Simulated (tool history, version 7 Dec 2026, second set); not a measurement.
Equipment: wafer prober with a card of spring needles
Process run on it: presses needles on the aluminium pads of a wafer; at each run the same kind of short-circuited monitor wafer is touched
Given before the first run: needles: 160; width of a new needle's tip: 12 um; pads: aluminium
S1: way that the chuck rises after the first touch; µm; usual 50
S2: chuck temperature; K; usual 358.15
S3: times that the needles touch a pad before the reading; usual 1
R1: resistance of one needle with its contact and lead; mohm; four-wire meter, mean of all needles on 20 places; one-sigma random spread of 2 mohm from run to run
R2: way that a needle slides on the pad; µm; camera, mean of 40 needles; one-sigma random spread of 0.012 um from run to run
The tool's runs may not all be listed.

run 1 hour=0.0 | S1=50 S2=358.15 S3=1 | R1=215 R2=9.51
run 2 hour=22.3 | S1=50 S2=358.15 S3=1 | R1=217 R2=9.52
run 3 hour=74.6 | S1=50 S2=358.15 S3=1 | R1=215 R2=9.53
run 4 hour=128.2 | S1=50 S2=358.15 S3=2 | R1=217 R2=9.53
run 5 hour=152.0 | S1=50 S2=358.15 S3=2 | R1=216 R2=9.52
run 6 hour=188.0 | S1=50 S2=358.15 S3=2 | R1=220 R2=9.53
run 7 hour=232.5 | S1=50 S2=358.15 S3=1 | R1=219 R2=9.50
run 8 hour=257.0 | S1=50 S2=358.15 S3=1 | R1=216 R2=9.53
run 9 hour=301.4 | S1=50 S2=358.15 S3=1 | R1=219 R2=9.49
run 10 hour=337.2 | S1=50 S2=358.15 S3=1 | R1=221 R2=9.51
run 11 hour=372.0 | S1=50 S2=358.15 S3=2 | R1=216 R2=9.54
run 12 hour=423.9 | S1=50 S2=358.15 S3=2 | R1=217 R2=9.53
run 13 hour=463.9 | S1=50 S2=384.15 S3=1 | R1=224 R2=9.53
run 14 hour=509.6 | S1=50 S2=384.15 S3=1 | R1=225 R2=9.53
run 15 hour=535.8 | S1=50 S2=358.15 S3=1 | R1=218 R2=9.53
run 16 hour=564.1 | S1=50 S2=358.15 S3=1 | R1=217 R2=9.53
run 17 hour=595.9 | S1=58 S2=368.15 S3=1 | R1=216 R2=11.06
run 18 hour=624.2 | S1=63 S2=350.15 S3=2 | R1=214 R2=11.98
run 19 hour=677.3 | S1=37 S2=301.15 S3=2 | R1=211 R2=7.05
run 20 hour=705.9 | S1=53 S2=316.15 S3=2 | R1=206 R2=10.11
run 21 hour=736.8 | S1=53 S2=316.15 S3=2 | R1=206 R2=10.09
run 22 hour=776.0 | S1=49 S2=331.15 S3=2 | R1=211 R2=9.34
run 23 hour=817.7 | S1=49 S2=331.15 S3=2 | R1=215 R2=9.31
run 24 hour=856.6 | S1=37 S2=358.15 S3=2 | R1=226 R2=7.04
run 25 hour=880.7 | S1=37 S2=358.15 S3=2 | R1=224 R2=7.05
run 26 hour=911.1 | S1=59 S2=324.15 S3=2 | R1=207 R2=11.24
run 27 hour=941.4 | S1=37 S2=314.15 S3=3 | R1=214 R2=7.03
run 28 hour=987.3 | S1=37 S2=314.15 S3=3 | R1=213 R2=7.03
run 29 hour=1026.7 | S1=37 S2=314.15 S3=3 | R1=212 R2=7.05
run 30 hour=1060.6 | S1=37 S2=314.15 S3=3 | R1=213 R2=7.05
run 31 hour=1093.8 | S1=44 S2=300.15 S3=1 | R1=205 R2=8.38

The log once held 48 entries between its listed runs, left out of this copy. Where does each go, and what is different about the tool's unlogged condition between the listed run before it and the listed run after it?
Runs 1 to 2: tips cleaned on abrasive film (hour 11.8)
  debris on the tips, nm: 0.8 -> 0.7
Runs 2 to 3: tips cleaned on abrasive film (hour 36.2); tips cleaned on abrasive film (hour 61.0); height of the first contact set anew (hour 68.6)
  the hidden state is the same at both runs
Runs 3 to 4: tips cleaned on abrasive film (hour 85.3); tips cleaned on abrasive film (hour 108.3)
  debris on the tips, nm: 0.7 -> 0.8
Runs 4 to 5: tips cleaned on abrasive film (hour 131.1)
  the hidden state is the same at both runs
Runs 5 to 6: tips cleaned on abrasive film (hour 154.7); tips cleaned on abrasive film (hour 181.4)
  debris on the tips, nm: 0.8 -> 0.6
Runs 6 to 7: tips cleaned on abrasive film (hour 204.6); tips cleaned on abrasive film (hour 229.3)
  debris on the tips, nm: 0.6 -> 0.4
Runs 7 to 8: tips cleaned on abrasive film (hour 252.1)
  debris on the tips, nm: 0.4 -> 0.5
Runs 8 to 9: tips cleaned on abrasive film (hour 279.2)
  debris on the tips, nm: 0.5 -> 0.9
Runs 9 to 10: tips cleaned on abrasive film (hour 304.1); tips cleaned on abrasive film (hour 328.1)
  debris on the tips, nm: 0.9 -> 0.6
Runs 10 to 11: tips cleaned on abrasive film (hour 351.3)
  debris on the tips, nm: 0.6 -> 0.8
Runs 11 to 12: tips cleaned on abrasive film (hour 376.4); height of the first contact set anew (hour 379.8); tips cleaned on abrasive film (hour 403.3)
  the hidden state is the same at both runs
Runs 12 to 13: tips cleaned on abrasive film (hour 427.0); tips cleaned on abrasive film (hour 451.0)
  debris on the tips, nm: 0.8 -> 0.7
Runs 13 to 14: tips cleaned on abrasive film (hour 474.8); tips cleaned on abrasive film (hour 500.2)
  debris on the tips, nm: 0.7 -> 0.6
Runs 14 to 15: tips cleaned on abrasive film (hour 523.5)
  debris on the tips, nm: 0.6 -> 0.7
Runs 15 to 16: tips cleaned on abrasive film (hour 549.1)
  debris on the tips, nm: 0.7 -> 0.8
Runs 16 to 17: tips cleaned on abrasive film (hour 574.0)
  debris on the tips, nm: 0.8 -> 0.9
Runs 17 to 18: tips cleaned on abrasive film (hour 600.4); tips cleaned on abrasive film (hour 624.2)
  debris on the tips, nm: 0.9 -> 0.1
Runs 18 to 19: tips cleaned on abrasive film (hour 648.0); tips cleaned on abrasive film (hour 674.0)
  debris on the tips, nm: 0.1 -> 0.4
Runs 19 to 20: height of the first contact set anew (hour 692.7); tips cleaned on abrasive film (hour 700.7)
  the hidden state is the same at both runs
Runs 20 to 21: tips cleaned on abrasive film (hour 725.7)
  debris on the tips, nm: 0.4 -> 0.7
Runs 21 to 22: tips cleaned on abrasive film (hour 748.5); tips cleaned on abrasive film (hour 771.8)
  debris on the tips, nm: 0.7 -> 0.4
Runs 22 to 23: tips cleaned on abrasive film (hour 796.6)
  debris on the tips, nm: 0.4 -> 0.9; tips' diameter, um: 12 -> 12.01
Runs 23 to 24: tips cleaned on abrasive film (hour 822.0); tips cleaned on abrasive film (hour 848.4)
  debris on the tips, nm: 0.9 -> 0.6
Runs 24 to 25: tips cleaned on abrasive film (hour 875.0)
  debris on the tips, nm: 0.6 -> 0.5
Runs 25 to 26: tips cleaned on abrasive film (hour 900.3)
  debris on the tips, nm: 0.5 -> 0.7
Runs 26 to 27: tips cleaned on abrasive film (hour 924.9)
  debris on the tips, nm: 0.7 -> 0.8
Runs 27 to 28: tips cleaned on abrasive film (hour 950.4); tips cleaned on abrasive film (hour 974.6)
  the hidden state is the same at both runs
Runs 28 to 29: tips cleaned on abrasive film (hour 998.1); height of the first contact set anew (hour 1001.7); tips cleaned on abrasive film (hour 1025.6)
  debris on the tips, nm: 0.8 -> 0.2
Runs 29 to 30: tips cleaned on abrasive film (hour 1051.6)
  debris on the tips, nm: 0.2 -> 0.7
Runs 30 to 31: tips cleaned on abrasive film (hour 1076.5)
  debris on the tips, nm: 0.7 -> 0.8

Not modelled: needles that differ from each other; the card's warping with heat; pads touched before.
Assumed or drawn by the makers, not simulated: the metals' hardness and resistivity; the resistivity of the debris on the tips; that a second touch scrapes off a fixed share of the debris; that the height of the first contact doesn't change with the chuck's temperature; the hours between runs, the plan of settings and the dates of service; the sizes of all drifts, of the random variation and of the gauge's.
